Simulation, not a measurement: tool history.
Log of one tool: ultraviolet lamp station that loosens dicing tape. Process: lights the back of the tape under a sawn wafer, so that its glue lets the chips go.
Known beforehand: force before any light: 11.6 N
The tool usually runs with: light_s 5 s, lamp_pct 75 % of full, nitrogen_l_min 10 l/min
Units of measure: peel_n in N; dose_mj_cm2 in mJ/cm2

Run 1, hour 0: usual settings. Result: peel_n 1.093 N, dose_mj_cm2 425 mJ/cm2.
Run 2, hour 44.3: usual settings. Result: peel_n 1.076 N, dose_mj_cm2 424 mJ/cm2.
Run 3, hour 83.9: usual settings. Result: peel_n 1.157 N, dose_mj_cm2 416 mJ/cm2.
Run 4, hour 124.5: usual settings. Result: peel_n 1.132 N, dose_mj_cm2 417 mJ/cm2.
Run 5, hour 160.6: usual settings but lamp_pct 70 % of full. Result: peel_n 1.344 N, dose_mj_cm2 384 mJ/cm2.
Run 6, hour 197.9: usual settings but lamp_pct 70 % of full. Result: peel_n 1.368 N, dose_mj_cm2 386 mJ/cm2.
Run 7, hour 239.3: usual settings. Result: peel_n 1.213 N, dose_mj_cm2 404 mJ/cm2.
Run 8, hour 266.9: usual settings. Result: peel_n 1.207 N, dose_mj_cm2 404 mJ/cm2.
Run 9, hour 288.6: usual settings. Result: peel_n 1.263 N, dose_mj_cm2 402 mJ/cm2.
Run 10, hour 323.1: usual settings. Result: peel_n 1.244 N, dose_mj_cm2 397 mJ/cm2.
Run 11, hour 350.4: usual settings. Result: peel_n 1.287 N, dose_mj_cm2 401 mJ/cm2.
Run 12, hour 379.3: usual settings but nitrogen_l_min 17 l/min. Result: peel_n 1.13 N, dose_mj_cm2 394 mJ/cm2.
Run 13, hour 398.1: usual settings but nitrogen_l_min 17 l/min. Result: peel_n 1.112 N, dose_mj_cm2 397 mJ/cm2.
Run 14, hour 440: usual settings but nitrogen_l_min 17 l/min. Result: peel_n 1.093 N, dose_mj_cm2 388 mJ/cm2.
Run 15, hour 464.1: usual settings but nitrogen_l_min 17 l/min. Result: peel_n 1.106 N, dose_mj_cm2 386 mJ/cm2.
Run 16, hour 486: usual settings but light_s 3 s. Result: peel_n 3.051 N, dose_mj_cm2 233 mJ/cm2.
At hour 493: window cleaned of glue's vapour.
Run 17, hour 530.5: usual settings. Result: peel_n 1.54 N, dose_mj_cm2 366 mJ/cm2.
Run 18, hour 568.7: usual settings but lamp_pct 92 % of full. Result: peel_n 0.988 N, dose_mj_cm2 442 mJ/cm2.
At hour 609.6: window cleaned of glue's vapour, once more.
Run 19, hour 609.6: usual settings but light_s 3 s. Result: peel_n 2.743 N, dose_mj_cm2 251 mJ/cm2.
Run 20, hour 631.3: usual settings but lamp_pct 86 % of full. Result: peel_n 0.846 N, dose_mj_cm2 483 mJ/cm2.
Run 21, hour 663.3: usual settings but light_s 9 s. Result: peel_n 0.327 N, dose_mj_cm2 756 mJ/cm2.
Run 22, hour 708.2: usual settings but light_s 9 s. Result: peel_n 0.32 N, dose_mj_cm2 746 mJ/cm2.
Run 23, hour 740.6: usual settings but lamp_pct 92 % of full, nitrogen_l_min 17 l/min. Result: peel_n 0.627 N, dose_mj_cm2 503 mJ/cm2.
Run 24, hour 762.3: usual settings but lamp_pct 71 % of full, nitrogen_l_min 4 l/min. Result: peel_n 1.919 N, dose_mj_cm2 387 mJ/cm2.
Run 25, hour 792: usual settings but lamp_pct 89 % of full, nitrogen_l_min 5 l/min. Result: peel_n 1.143 N, dose_mj_cm2 482 mJ/cm2.
Run 26, hour 829.6: usual settings but light_s 9 s, lamp_pct 72 % of full, nitrogen_l_min 5 l/min. Result: peel_n 0.508 N, dose_mj_cm2 698 mJ/cm2.
Run 27, hour 860.4: usual settings but light_s 9 s, lamp_pct 72 % of full, nitrogen_l_min 5 l/min. Result: peel_n 0.517 N, dose_mj_cm2 688 mJ/cm2.
Run 28, hour 888.5: usual settings but nitrogen_l_min 19 l/min. Result: peel_n 1.026 N, dose_mj_cm2 399 mJ/cm2.
Run 29, hour 908: usual settings but lamp_pct 63 % of full, nitrogen_l_min 3 l/min. Result: peel_n 2.756 N, dose_mj_cm2 335 mJ/cm2.
Run 30, hour 928.1: usual settings but light_s 2 s, lamp_pct 99 % of full, nitrogen_l_min 5 l/min. Result: peel_n 4.206 N, dose_mj_cm2 207 mJ/cm2.
Run 31, hour 947.2: usual settings but light_s 7 s, lamp_pct 98 % of full, nitrogen_l_min 5 l/min. Result: peel_n 0.486 N, dose_mj_cm2 721 mJ/cm2.
Run 32, hour 984.8: usual settings but lamp_pct 94 % of full, nitrogen_l_min 5 l/min. Result: peel_n 1.128 N, dose_mj_cm2 493 mJ/cm2.
Run 33, hour 1021.7: usual settings but lamp_pct 94 % of full, nitrogen_l_min 5 l/min. Result: peel_n 1.119 N, dose_mj_cm2 491 mJ/cm2.
Run 34, hour 1063.3: usual settings but lamp_pct 64 % of full, nitrogen_l_min 11 l/min. Result: peel_n 1.754 N, dose_mj_cm2 324 mJ/cm2.
Run 35, hour 1091.7: usual settings but lamp_pct 64 % of full, nitrogen_l_min 11 l/min. Result: peel_n 1.737 N, dose_mj_cm2 329 mJ/cm2.
Run 36, hour 1115.3: usual settings but light_s 4 s, lamp_pct 88 % of full, nitrogen_l_min 11 l/min. Result: peel_n 1.482 N, dose_mj_cm2 355 mJ/cm2.
Run 37, hour 1145: usual settings but light_s 2 s, lamp_pct 90 % of full, nitrogen_l_min 3 l/min. Result: peel_n 5.093 N, dose_mj_cm2 185 mJ/cm2.
Run 38, hour 1189.4: usual settings but nitrogen_l_min 4 l/min. Result: peel_n 2.019 N, dose_mj_cm2 379 mJ/cm2.
Run 39, hour 1211.6: usual settings but light_s 8 s, nitrogen_l_min 4 l/min. Result: peel_n 0.788 N, dose_mj_cm2 599 mJ/cm2.
Run 40, hour 1233.7: usual settings but light_s 8 s, nitrogen_l_min 4 l/min. Result: peel_n 0.818 N, dose_mj_cm2 604 mJ/cm2.
Run 41, hour 1267.4: usual settings but light_s 6 s, lamp_pct 68 % of full, nitrogen_l_min 4 l/min. Result: peel_n 1.817 N, dose_mj_cm2 403 mJ/cm2.
Run 42, hour 1288.5: usual settings but light_s 7 s, lamp_pct 76 % of full, nitrogen_l_min 4 l/min. Result: peel_n 1.122 N, dose_mj_cm2 520 mJ/cm2.
Run 43, hour 1315.5: usual settings but light_s 7 s, lamp_pct 67 % of full, nitrogen_l_min 4 l/min. Result: peel_n 1.396 N, dose_mj_cm2 462 mJ/cm2.

Measured less the same run without the tool's hidden state. The same run-to-run variation is in both; the gauge's scatter may not be:
The tool's hidden condition here consists of: lamp's light, % of a new lamp's; light that the window lets through, % of a clean one's; drift of the gauge itself on peel_n, %; drift of the gauge itself on dose_mj_cm2, %.
run  peel_n  dose_mj_cm2
  1  +0.196          -41
  2   +0.21          -45
  3  +0.237          -48
  4  +0.249          -51
  5    +0.3          -51
  6  +0.319          -54
  7  +0.309          -61
  8  +0.316          -63
  9  +0.339          -65
 10  +0.345          -67
 11  +0.368          -70
 12  +0.343          -71
 13  +0.344          -74
 14   +0.35          -77
 15  +0.365          -79
 16  +0.716          -48
 17  +0.607         -103
 18  +0.426         -129
 19  +0.371          -26
 20  +0.171          -52
 21  +0.051          -87
 22  +0.055          -93
 23  +0.149          -66
 24  +0.392          -53
 25  +0.285          -69
 26  +0.131         -106
 27  +0.141         -110
 28   +0.29          -66
 29  +0.582          -57
 30  +0.688          -38
 31  +0.137         -129
 32   +0.35          -93
 33  +0.359          -97
 34  +0.532          -68
 35  +0.534          -70
 36  +0.488          -79
 37   +0.84          -42
 38  +0.644          -91
 39  +0.304         -146
 40  +0.321         -151
 41   +0.64         -105
 42  +0.448         -139
 43  +0.544         -126

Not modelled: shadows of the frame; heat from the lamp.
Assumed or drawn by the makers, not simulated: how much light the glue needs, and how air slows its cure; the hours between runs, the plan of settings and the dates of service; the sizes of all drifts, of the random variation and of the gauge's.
